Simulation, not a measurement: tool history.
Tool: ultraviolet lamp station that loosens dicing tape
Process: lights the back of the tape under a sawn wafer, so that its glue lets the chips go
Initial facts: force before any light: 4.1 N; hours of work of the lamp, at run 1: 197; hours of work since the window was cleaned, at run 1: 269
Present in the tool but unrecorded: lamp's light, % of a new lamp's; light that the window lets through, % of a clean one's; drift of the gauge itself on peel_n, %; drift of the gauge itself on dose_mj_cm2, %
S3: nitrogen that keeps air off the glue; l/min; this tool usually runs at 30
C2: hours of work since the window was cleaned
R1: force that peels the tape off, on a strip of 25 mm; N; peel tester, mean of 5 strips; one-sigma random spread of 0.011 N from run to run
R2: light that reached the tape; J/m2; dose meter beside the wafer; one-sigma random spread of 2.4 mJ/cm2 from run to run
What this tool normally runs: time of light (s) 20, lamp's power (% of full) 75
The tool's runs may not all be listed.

{"run": 1, "day": 0.0, "time of light (s)": 20, "lamp's power (% of full)": 75, "S3": 30, "hours of work of the lamp": 197, "C2": 269, "R1": 0.664, "R2": 2240}
{"run": 2, "day": 0.246, "time of light (s)": 17, "lamp's power (% of full)": 75, "S3": 30, "hours of work of the lamp": 200, "C2": 272, "R1": 0.815, "R2": 1890}
{"run": 3, "day": 0.638, "time of light (s)": 17, "lamp's power (% of full)": 75, "S3": 30, "hours of work of the lamp": 204, "C2": 276, "R1": 0.829, "R2": 1850}
{"run": 4, "day": 0.925, "time of light (s)": 16, "lamp's power (% of full)": 75, "S3": 30, "hours of work of the lamp": 207, "C2": 279, "R1": 0.917, "R2": 1810}
{"run": 5, "day": 1.342, "time of light (s)": 16, "lamp's power (% of full)": 75, "S3": 30, "hours of work of the lamp": 211, "C2": 283, "R1": 0.924, "R2": 1770}
{"run": 6, "day": 1.796, "time of light (s)": 16, "lamp's power (% of full)": 75, "S3": 30, "hours of work of the lamp": 216, "C2": 288, "R1": 0.898, "R2": 1750}
{"run": 7, "day": 2.15, "time of light (s)": 20, "lamp's power (% of full)": 75, "S3": 30, "hours of work of the lamp": 219, "C2": 291, "R1": 0.679, "R2": 2200}
{"day": 2.192, "done": "window cleaned of glue's vapour"}
{"run": 8, "day": 2.462, "time of light (s)": 20, "lamp's power (% of full)": 75, "S3": 37, "hours of work of the lamp": 222, "C2": 3, "R1": 0.465, "R2": 2560}
{"run": 9, "day": 2.717, "time of light (s)": 20, "lamp's power (% of full)": 75, "S3": 37, "hours of work of the lamp": 225, "C2": 5, "R1": 0.475, "R2": 2620}
{"run": 10, "day": 3.242, "time of light (s)": 20, "lamp's power (% of full)": 75, "S3": 37, "hours of work of the lamp": 230, "C2": 11, "R1": 0.482, "R2": 2620}
{"run": 11, "day": 3.746, "time of light (s)": 20, "lamp's power (% of full)": 75, "S3": 14, "hours of work of the lamp": 235, "C2": 16, "R1": 0.726, "R2": 2570}
{"run": 12, "day": 4.008, "time of light (s)": 20, "lamp's power (% of full)": 75, "S3": 14, "hours of work of the lamp": 238, "C2": 19, "R1": 0.722, "R2": 2590}
{"run": 13, "day": 4.383, "time of light (s)": 20, "lamp's power (% of full)": 75, "S3": 12, "hours of work of the lamp": 242, "C2": 23, "R1": 0.773, "R2": 2600}
{"run": 14, "day": 4.617, "time of light (s)": 20, "lamp's power (% of full)": 75, "S3": 30, "hours of work of the lamp": 244, "C2": 25, "R1": 0.553, "R2": 2590}
{"run": 15, "day": 5.029, "time of light (s)": 20, "lamp's power (% of full)": 75, "S3": 18, "hours of work of the lamp": 249, "C2": 29, "R1": 0.654, "R2": 2570}
{"run": 16, "day": 5.392, "time of light (s)": 13, "lamp's power (% of full)": 75, "S3": 30, "hours of work of the lamp": 252, "C2": 33, "R1": 0.978, "R2": 1680}
{"run": 17, "day": 5.696, "time of light (s)": 13, "lamp's power (% of full)": 75, "S3": 30, "hours of work of the lamp": 256, "C2": 36, "R1": 0.964, "R2": 1660}
{"run": 18, "day": 5.908, "time of light (s)": 20, "lamp's power (% of full)": 75, "S3": 31, "hours of work of the lamp": 258, "C2": 38, "R1": 0.508, "R2": 2520}
{"run": 19, "day": 6.312, "time of light (s)": 20, "lamp's power (% of full)": 75, "S3": 31, "hours of work of the lamp": 262, "C2": 42, "R1": 0.519, "R2": 2540}
{"run": 20, "day": 6.562, "time of light (s)": 20, "lamp's power (% of full)": 75, "S3": 31, "hours of work of the lamp": 264, "C2": 45, "R1": 0.539, "R2": 2510}
{"run": 21, "day": 6.842, "time of light (s)": 24, "lamp's power (% of full)": 75, "S3": 31, "hours of work of the lamp": 267, "C2": 48, "R1": 0.412, "R2": 3030}
{"run": 22, "day": 7.067, "time of light (s)": 22, "lamp's power (% of full)": 75, "S3": 31, "hours of work of the lamp": 270, "C2": 50, "R1": 0.474, "R2": 2740}
{"run": 23, "day": 7.433, "time of light (s)": 16, "lamp's power (% of full)": 67, "S3": 30, "hours of work of the lamp": 273, "C2": 54, "R1": 0.915, "R2": 1770}
{"run": 24, "day": 7.867, "time of light (s)": 16, "lamp's power (% of full)": 67, "S3": 30, "hours of work of the lamp": 278, "C2": 58, "R1": 0.924, "R2": 1770}
{"run": 25, "day": 8.1, "time of light (s)": 16, "lamp's power (% of full)": 67, "S3": 30, "hours of work of the lamp": 280, "C2": 61, "R1": 0.88, "R2": 1770}
{"run": 26, "day": 8.425, "time of light (s)": 16, "lamp's power (% of full)": 67, "S3": 30, "hours of work of the lamp": 284, "C2": 64, "R1": 0.924, "R2": 1810}
{"run": 27, "day": 8.917, "time of light (s)": 15, "lamp's power (% of full)": 62, "S3": 30, "hours of work of the lamp": 289, "C2": 69, "R1": 1.147, "R2": 1540}
{"run": 28, "day": 9.288, "time of light (s)": 23, "lamp's power (% of full)": 100, "S3": 14, "hours of work of the lamp": 292, "C2": 73, "R1": 0.411, "R2": 3750}
{"run": 29, "day": 9.692, "time of light (s)": 26, "lamp's power (% of full)": 68, "S3": 41, "hours of work of the lamp": 297, "C2": 77, "R1": 0.392, "R2": 2890}
{"run": 30, "day": 10.108, "time of light (s)": 26, "lamp's power (% of full)": 68, "S3": 41, "hours of work of the lamp": 301, "C2": 81, "R1": 0.393, "R2": 2870}
{"run": 31, "day": 10.329, "time of light (s)": 11, "lamp's power (% of full)": 61, "S3": 30, "hours of work of the lamp": 303, "C2": 84, "R1": 1.583, "R2": 1080}
{"run": 32, "day": 10.571, "time of light (s)": 18, "lamp's power (% of full)": 82, "S3": 42, "hours of work of the lamp": 306, "C2": 86, "R1": 0.519, "R2": 2380}
{"run": 33, "day": 11.058, "time of light (s)": 23, "lamp's power (% of full)": 84, "S3": 10, "hours of work of the lamp": 311, "C2": 91, "R1": 0.669, "R2": 3110}
{"run": 34, "day": 11.512, "time of light (s)": 23, "lamp's power (% of full)": 84, "S3": 10, "hours of work of the lamp": 315, "C2": 96, "R1": 0.674, "R2": 3150}
{"run": 35, "day": 11.867, "time of light (s)": 23, "lamp's power (% of full)": 84, "S3": 10, "hours of work of the lamp": 319, "C2": 100, "R1": 0.659, "R2": 3150}
{"run": 36, "day": 12.096, "time of light (s)": 37, "lamp's power (% of full)": 75, "S3": 30, "hours of work of the lamp": 321, "C2": 102, "R1": 0.244, "R2": 4430}
{"run": 37, "day": 12.412, "time of light (s)": 17, "lamp's power (% of full)": 80, "S3": 16, "hours of work of the lamp": 325, "C2": 105, "R1": 0.892, "R2": 2170}
{"run": 38, "day": 12.858, "time of light (s)": 24, "lamp's power (% of full)": 87, "S3": 59, "hours of work of the lamp": 329, "C2": 110, "R1": 0.3, "R2": 3320}
{"run": 39, "day": 13.112, "time of light (s)": 33, "lamp's power (% of full)": 75, "S3": 42, "hours of work of the lamp": 332, "C2": 112, "R1": 0.248, "R2": 3960}
{"run": 40, "day": 13.55, "time of light (s)": 33, "lamp's power (% of full)": 75, "S3": 42, "hours of work of the lamp": 336, "C2": 117, "R1": 0.252, "R2": 3890}
{"run": 41, "day": 14.075, "time of light (s)": 36, "lamp's power (% of full)": 63, "S3": 53, "hours of work of the lamp": 342, "C2": 122, "R1": 0.285, "R2": 3540}
{"run": 42, "day": 14.562, "time of light (s)": 23, "lamp's power (% of full)": 79, "S3": 11, "hours of work of the lamp": 347, "C2": 127, "R1": 0.693, "R2": 2840}
{"run": 43, "day": 14.854, "time of light (s)": 10, "lamp's power (% of full)": 98, "S3": 31, "hours of work of the lamp": 350, "C2": 130, "R1": 1.118, "R2": 1510}

4 options for the next run, each taken on its own from the tool as it stands now. Forecast them:
{"run": "A", "day": 15.067, "time of light (s)": 20, "lamp's power (% of full)": 75, "S3": 15, "hours of work of the lamp": 352, "C2": 132, "R1": "?", "R2": "?"}
{"run": "B", "day": 15.067, "time of light (s)": 20, "lamp's power (% of full)": 75, "S3": 17, "hours of work of the lamp": 352, "C2": 132, "R1": "?", "R2": "?"}
{"run": "C", "day": 15.067, "time of light (s)": 20, "lamp's power (% of full)": 67, "S3": 30, "hours of work of the lamp": 352, "C2": 132, "R1": "?", "R2": "?"}
{"run": "D", "day": 15.067, "time of light (s)": 33, "lamp's power (% of full)": 98, "S3": 38, "hours of work of the lamp": 352, "C2": 132, "R1": "?", "R2": "?"}

run=A R1=0.796 R2=2370
run=B R1=0.781 R2=2370
run=C R1=0.736 R2=2110
run=D R1=0.219 R2=5070
Stripped of hidden state, with their random variation kept, the same runs would have yielded:
run=A R1=0.614 R2=2830
run=B R1=0.599 R2=2830
run=C R1=0.563 R2=2520
run=D R1=0.204 R2=6050

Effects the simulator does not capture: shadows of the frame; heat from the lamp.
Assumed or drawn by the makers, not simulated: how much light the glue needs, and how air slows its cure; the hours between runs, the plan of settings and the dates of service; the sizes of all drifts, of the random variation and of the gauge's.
